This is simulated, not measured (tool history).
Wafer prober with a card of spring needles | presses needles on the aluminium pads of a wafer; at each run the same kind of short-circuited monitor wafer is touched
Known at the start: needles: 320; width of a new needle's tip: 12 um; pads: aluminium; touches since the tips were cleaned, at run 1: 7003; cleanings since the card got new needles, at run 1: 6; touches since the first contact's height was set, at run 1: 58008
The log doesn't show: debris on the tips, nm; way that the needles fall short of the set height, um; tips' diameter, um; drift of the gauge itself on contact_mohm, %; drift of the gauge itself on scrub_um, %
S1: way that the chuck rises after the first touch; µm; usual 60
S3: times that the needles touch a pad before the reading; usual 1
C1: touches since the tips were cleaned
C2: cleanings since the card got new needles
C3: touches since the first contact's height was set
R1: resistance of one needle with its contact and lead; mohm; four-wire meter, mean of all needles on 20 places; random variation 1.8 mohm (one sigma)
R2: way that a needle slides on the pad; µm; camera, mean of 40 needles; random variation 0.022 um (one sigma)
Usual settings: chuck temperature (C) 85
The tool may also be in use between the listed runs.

run 1 day=0.000 | S1=60 chuck_temperature_(C)=85 S3=1 | C1=7003 C2=6 C3=58008 | R1=188 R2=13.40
-- day=0.067 tips cleaned on abrasive film
run 2 day=0.238 | S1=60 chuck_temperature_(C)=85 S3=1 | C1=1558 C2=7 C3=60147 | R1=184 R2=13.39
run 3 day=0.688 | S1=60 chuck_temperature_(C)=85 S3=1 | C1=5668 C2=7 C3=64257 | R1=184 R2=13.44
-- day=0.888 tips cleaned on abrasive film
run 4 day=1.100 | S1=60 chuck_temperature_(C)=85 S3=1 | C1=1960 C2=8 C3=68023 | R1=183 R2=13.42
run 5 day=1.425 | S1=60 chuck_temperature_(C)=29 S3=1 | C1=4919 C2=8 C3=70982 | R1=172 R2=13.50
-- day=1.708 tips cleaned on abrasive film
run 6 day=1.921 | S1=60 chuck_temperature_(C)=85 S3=1 | C1=1968 C2=9 C3=75508 | R1=183 R2=13.47
run 7 day=2.308 | S1=69 chuck_temperature_(C)=85 S3=1 | C1=5516 C2=9 C3=79056 | R1=186 R2=15.51
-- day=2.538 tips cleaned on abrasive film
run 8 day=2.742 | S1=69 chuck_temperature_(C)=85 S3=1 | C1=1877 C2=10 C3=82970 | R1=183 R2=15.50
run 9 day=3.017 | S1=69 chuck_temperature_(C)=85 S3=1 | C1=4407 C2=10 C3=85500 | R1=183 R2=15.55
run 10 day=3.300 | S1=60 chuck_temperature_(C)=85 S3=2 | C1=6984 C2=10 C3=88077 | R1=184 R2=13.55
-- day=3.371 tips cleaned on abrasive film
run 11 day=3.771 | S1=60 chuck_temperature_(C)=85 S3=2 | C1=3645 C2=11 C3=92364 | R1=185 R2=13.56
run 12 day=3.975 | S1=60 chuck_temperature_(C)=92 S3=2 | C1=5522 C2=11 C3=94241 | R1=186 R2=13.57
-- day=4.221 tips cleaned on abrasive film
run 13 day=4.471 | S1=60 chuck_temperature_(C)=37 S3=1 | C1=2296 C2=12 C3=98739 | R1=175 R2=13.59
run 14 day=4.683 | S1=40 chuck_temperature_(C)=36 S3=1 | C1=4262 C2=12 C3=100705 | R1=179 R2=9.06
-- day=5.067 tips cleaned on abrasive film
-- day=5.079 height of the first contact set anew
run 15 day=5.154 | S1=40 chuck_temperature_(C)=36 S3=1 | C1=668 C2=13 C3=668 | R1=180 R2=9.10
run 16 day=5.608 | S1=44 chuck_temperature_(C)=75 S3=1 | C1=4821 C2=13 C3=4821 | R1=186 R2=9.99
-- day=5.900 tips cleaned on abrasive film
run 17 day=6.075 | S1=44 chuck_temperature_(C)=75 S3=1 | C1=1617 C2=14 C3=9089 | R1=185 R2=9.97
run 18 day=6.492 | S1=41 chuck_temperature_(C)=32 S3=1 | C1=5430 C2=14 C3=12902 | R1=177 R2=9.31
-- day=6.721 tips cleaned on abrasive film
run 19 day=6.942 | S1=60 chuck_temperature_(C)=101 S3=3 | C1=2007 C2=15 C3=16971 | R1=189 R2=13.68
run 20 day=7.296 | S1=79 chuck_temperature_(C)=85 S3=1 | C1=5244 C2=15 C3=20208 | R1=187 R2=18.03

The next listed run, before its measurement:
-- day=7.550 tips cleaned on abrasive film
run 21 day=7.575 | S1=75 chuck_temperature_(C)=43 S3=1 | C1=240 C2=16 C3=22737 | R1=? R2=?

Run 21 gave R1 172 mohm, R2 17.12 µm.
Without the tool's hidden state the same run would have given R1 172 mohm, R2 16.75 µm.
